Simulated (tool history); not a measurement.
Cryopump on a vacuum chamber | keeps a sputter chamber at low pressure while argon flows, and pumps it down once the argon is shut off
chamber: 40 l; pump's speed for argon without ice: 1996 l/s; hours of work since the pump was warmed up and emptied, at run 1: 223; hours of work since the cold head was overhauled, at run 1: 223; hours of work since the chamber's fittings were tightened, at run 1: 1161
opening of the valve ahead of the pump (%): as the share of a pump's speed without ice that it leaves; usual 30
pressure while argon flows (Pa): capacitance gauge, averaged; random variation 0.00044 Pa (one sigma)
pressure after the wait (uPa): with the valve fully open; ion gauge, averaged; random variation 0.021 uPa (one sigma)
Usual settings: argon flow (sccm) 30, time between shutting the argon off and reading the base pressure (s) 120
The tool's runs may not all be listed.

run	hour	argon flow (sccm)	time between shutting the argon off and reading the base pressure (s)	opening of the valve ahead of the pump (%)	hours of work since the pump was warmed up and emptied	hours of work since the cold head was overhauled	hours of work since the chamber's fittings were tightened	pressure while argon flows (Pa)	pressure after the wait (uPa)
1	0.0	30	120	30	223	223	1161	0.0874	0.71
2	39.8	30	120	30	243	243	1181	0.0873	0.75
3	84.0	30	120	30	266	266	1204	0.0887	0.74
4	111.9	30	120	30	280	280	1218	0.0881	0.76
5	136.1	30	120	30	293	293	1231	0.0877	0.73
6	185.1	30	120	28	318	318	1256	0.0950	0.77
7	209.8	30	120	28	331	331	1269	0.0951	0.75
8	238.9	30	120	30	346	346	1284	0.0894	0.80
9	270.5	30	120	30	362	362	1300	0.0895	0.77
# hour 287.1: pump warmed up, emptied and cooled again
10	303.4	13	91	36	8	377	1314	0.0304	0.82
11	351.5	13	91	36	33	401	1339	0.0305	0.83
12	406.0	32	91	15	61	429	1367	0.1806	0.88
13	438.4	26	120	21	78	446	1384	0.1050	0.70

The next listed run, before its measurement:
14	461.5	26	120	21	90	458	1396	?	?

{"run 14": {"pressure while argon flows (Pa)": 0.1057, "pressure after the wait (uPa)": 0.72}}
Without the tool's hidden state the same run would have given pressure while argon flows (Pa) 0.1048, pressure after the wait (uPa) 0.50.
